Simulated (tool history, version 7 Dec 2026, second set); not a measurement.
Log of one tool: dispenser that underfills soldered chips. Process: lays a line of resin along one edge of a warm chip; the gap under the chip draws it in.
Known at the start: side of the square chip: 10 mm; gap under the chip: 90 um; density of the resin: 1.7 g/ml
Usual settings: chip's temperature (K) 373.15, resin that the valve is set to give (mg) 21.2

run,hour,chip's temperature (K),resin that the valve is set to give (mg),time until the resin shows at the far edge (s),resin that the valve gave (mg)
1,0.0,373.15,21.2,113.8,20.90
# hour 1.6: new syringe of resin
2,3.1,373.15,24.6,78.9,24.22
3,8.6,386.15,21.2,64.2,20.91
# hour 9.6: new syringe of resin
4,11.6,386.15,21.2,47.0,20.72
5,15.5,386.15,21.2,60.0,20.73
# hour 17.8: new syringe of resin
6,19.2,386.15,21.2,45.6,20.71
7,24.0,386.15,21.2,59.4,20.69
# hour 26.0: new syringe of resin
8,28.8,386.15,21.2,48.7,20.67
9,33.1,361.15,21.2,199.4,20.67
# hour 34.3: new syringe of resin
10,35.9,361.15,21.2,142.1,20.57
11,39.1,371.15,21.2,109.7,20.56
12,41.5,373.15,21.2,114.2,20.59
# hour 42.3: new syringe of resin
13,45.0,373.15,21.2,85.2,20.45
14,48.2,373.15,21.2,105.2,20.53
# hour 50.5: new syringe of resin
15,52.1,373.15,21.2,80.4,20.49
16,54.6,373.15,21.6,95.4,20.87
# hour 58.7: new syringe of resin
17,58.7,373.15,20.6,72.1,19.83
18,63.1,376.15,20.6,84.7,19.91
# hour 66.8: new syringe of resin
19,68.5,382.15,25.4,52.8,24.31
20,73.8,382.15,25.4,72.6,24.28
# hour 74.8: new syringe of resin
21,77.3,386.15,19.3,49.0,18.42
# hour 82.8: new syringe of resin
22,82.8,381.15,18.9,52.0,18.26
23,86.0,373.15,24.2,87.3,22.92
24,89.0,370.15,24.1,116.2,23.05
# hour 91.0: new syringe of resin
25,91.9,370.15,24.1,85.6,22.93
26,97.0,381.15,21.3,72.5,20.21
# hour 99.0: new syringe of resin
27,102.0,374.15,21.2,82.4,20.04
# hour 107.3: new syringe of resin
28,107.6,373.15,25.9,71.6,24.61
29,111.7,373.15,20.2,98.9,19.07
# hour 114.8: dispensing valve cleaned and set on the balance
30,115.1,376.15,20.2,97.3,20.29
# hour 116.6: new syringe of resin
31,119.5,376.15,20.2,76.3,20.16
32,122.1,376.15,20.2,87.4,20.27
# hour 124.6: new syringe of resin
33,126.2,359.15,20.9,153.6,20.75
34,128.8,364.15,26.6,136.2,26.42
35,131.5,364.15,26.6,160.3,26.48
# hour 132.9: new syringe of resin
36,135.3,387.15,19.8,45.3,19.64

3 ways to go on from here, each from the tool as it stands after run 36. What would each give?
A,140.1,383.15,20.2,?,?
B,140.1,358.15,21.2,?,?
C,140.1,384.15,25.3,?,?

run,time until the resin shows at the far edge (s),resin that the valve gave (mg)
A,71.0,20.13
B,223.9,20.99
C,68.1,25.13
Without the tool's hidden state the same runs would have given:
run,time until the resin shows at the far edge (s),resin that the valve gave (mg)
A,47.9,20.30
B,152.1,21.16
C,46.0,25.34

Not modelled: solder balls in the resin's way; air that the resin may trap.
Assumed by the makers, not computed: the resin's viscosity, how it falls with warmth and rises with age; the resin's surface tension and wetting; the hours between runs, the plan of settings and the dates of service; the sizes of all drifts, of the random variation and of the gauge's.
